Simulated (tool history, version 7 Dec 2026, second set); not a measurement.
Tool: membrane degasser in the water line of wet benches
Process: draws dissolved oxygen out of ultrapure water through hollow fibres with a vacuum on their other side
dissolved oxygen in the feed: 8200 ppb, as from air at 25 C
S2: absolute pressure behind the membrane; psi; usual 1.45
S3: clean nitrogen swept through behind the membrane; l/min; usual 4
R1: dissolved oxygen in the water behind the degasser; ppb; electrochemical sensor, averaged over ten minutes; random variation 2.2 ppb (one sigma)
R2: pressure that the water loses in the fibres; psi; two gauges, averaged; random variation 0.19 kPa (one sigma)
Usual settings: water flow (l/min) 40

run 1 day=0 | water_flow_(l/min)=40 S2=1.45 S3=4 | R1=235.3 R2=5.751
run 2 day=9.408 | water_flow_(l/min)=40 S2=1.45 S3=3.33 | R1=261 R2=5.749
run 3 day=16.658 | water_flow_(l/min)=40 S2=1.45 S3=3.33 | R1=268 R2=5.783
run 4 day=25.062 | water_flow_(l/min)=40 S2=1.45 S3=3.33 | R1=265.6 R2=5.79
run 5 day=29.454 | water_flow_(l/min)=40 S2=2.28 S3=4 | R1=366.8 R2=5.775
run 6 day=34.667 | water_flow_(l/min)=40 S2=2.28 S3=4 | R1=362.9 R2=5.79
-- day=37.125 vacuum gauge calibrated
run 7 day=42.396 | water_flow_(l/min)=40 S2=2.28 S3=4 | R1=368.7 R2=5.817
run 8 day=47.483 | water_flow_(l/min)=40 S2=2.28 S3=4 | R1=359.9 R2=5.799
run 9 day=53.971 | water_flow_(l/min)=40 S2=1.45 S3=4 | R1=241 R2=5.771
run 10 day=63.217 | water_flow_(l/min)=61 S2=1.45 S3=4 | R1=527.3 R2=8.812
run 11 day=69.85 | water_flow_(l/min)=40 S2=1.45 S3=4 | R1=240.2 R2=5.8
run 12 day=79.488 | water_flow_(l/min)=40 S2=1.45 S3=4 | R1=241.4 R2=5.831
run 13 day=87.012 | water_flow_(l/min)=32 S2=1.45 S3=4 | R1=163.5 R2=4.631
run 14 day=97.754 | water_flow_(l/min)=32 S2=1.45 S3=4 | R1=165.6 R2=4.66
-- day=101.829 vacuum gauge calibrated, once more
run 15 day=106.458 | water_flow_(l/min)=32 S2=1.45 S3=4 | R1=162.8 R2=4.614
run 16 day=114.438 | water_flow_(l/min)=32 S2=1.45 S3=4 | R1=163.2 R2=4.706
run 17 day=120.071 | water_flow_(l/min)=40 S2=1.45 S3=8.89 | R1=156.7 R2=5.813
run 18 day=128.283 | water_flow_(l/min)=43 S2=1.45 S3=10.05 | R1=182.7 R2=6.276
run 19 day=135.146 | water_flow_(l/min)=28 S2=2.57 S3=7.08 | R1=157.8 R2=4.138
run 20 day=144.621 | water_flow_(l/min)=46 S2=2.57 S3=7.08 | R1=358.7 R2=6.722
run 21 day=151.612 | water_flow_(l/min)=34 S2=1.06 S3=11.29 | R1=76 R2=4.969
run 22 day=157.992 | water_flow_(l/min)=59 S2=1.55 S3=11.29 | R1=383.7 R2=8.663
run 23 day=167.95 | water_flow_(l/min)=41 S2=2.09 S3=11.29 | R1=193.1 R2=5.978
run 24 day=173.117 | water_flow_(l/min)=41 S2=2.09 S3=11.29 | R1=194.6 R2=6.007
run 25 day=181.729 | water_flow_(l/min)=25 S2=2.09 S3=2.4 | R1=282.1 R2=3.678
run 26 day=192.388 | water_flow_(l/min)=40 S2=1.45 S3=2.02 | R1=380.3 R2=5.89
run 27 day=200.404 | water_flow_(l/min)=40 S2=3.05 S3=1.9 | R1=840 R2=5.968
run 28 day=210.654 | water_flow_(l/min)=36 S2=3.05 S3=1.9 | R1=763.4 R2=5.29
run 29 day=216.8 | water_flow_(l/min)=30 S2=3.05 S3=9.09 | R1=173.3 R2=4.461
run 30 day=223.783 | water_flow_(l/min)=39 S2=2.15 S3=5.53 | R1=275.8 R2=5.796
run 31 day=228.242 | water_flow_(l/min)=41 S2=0.97 S3=2 | R1=259.3 R2=6.099
run 32 day=236.196 | water_flow_(l/min)=40 S2=1.9 S3=4 | R1=316.2 R2=5.993
run 33 day=243.862 | water_flow_(l/min)=40 S2=1.45 S3=9 | R1=168.3 R2=5.931

Measured less the same run without the tool's hidden state. The same run-to-run variation is in both; the gauge's scatter may not be:
The hidden state here: membrane still open, %; true pressure behind the membrane over the reading, kPa; air that leaks in behind the membrane, l/min; drift of the gauge itself on oxygen_ppb, %; drift of the gauge itself on loss_of_pressure_kpa, %.
run=1 R1=+20.9 R2=+0.342
run=2 R1=+21.4 R2=+0.351
run=3 R1=+22.4 R2=+0.358
run=4 R1=+22.8 R2=+0.363
run=5 R1=+22.8 R2=+0.367
run=6 R1=+23 R2=+0.373
run=7 R1=+24.7 R2=+0.379
run=8 R1=+24.5 R2=+0.384
run=9 R1=+25.6 R2=+0.39
run=10 R1=+66.7 R2=+0.603
run=11 R1=+26.4 R2=+0.402
run=12 R1=+27.2 R2=+0.413
run=13 R1=+14.6 R2=+0.336
run=14 R1=+15.2 R2=+0.342
run=15 R1=+12.9 R2=+0.348
run=16 R1=+13.3 R2=+0.357
run=17 R1=+26.8 R2=+0.448
run=18 R1=+34.2 R2=+0.489
run=19 R1=+9.2 R2=+0.323
run=20 R1=+41.7 R2=+0.538
run=21 R1=+17.2 R2=+0.406
run=22 R1=+74.9 R2=+0.709
run=23 R1=+32.2 R2=+0.503
run=24 R1=+32.8 R2=+0.509
run=25 R1=+8.9 R2=+0.315
run=26 R1=+32.3 R2=+0.515
run=27 R1=+32.1 R2=+0.528
run=28 R1=+26.4 R2=+0.479
run=29 R1=+14.4 R2=+0.406
run=30 R1=+32.4 R2=+0.534
run=31 R1=+37.8 R2=+0.563
run=32 R1=+35.3 R2=+0.558
run=33 R1=+35.9 R2=+0.563

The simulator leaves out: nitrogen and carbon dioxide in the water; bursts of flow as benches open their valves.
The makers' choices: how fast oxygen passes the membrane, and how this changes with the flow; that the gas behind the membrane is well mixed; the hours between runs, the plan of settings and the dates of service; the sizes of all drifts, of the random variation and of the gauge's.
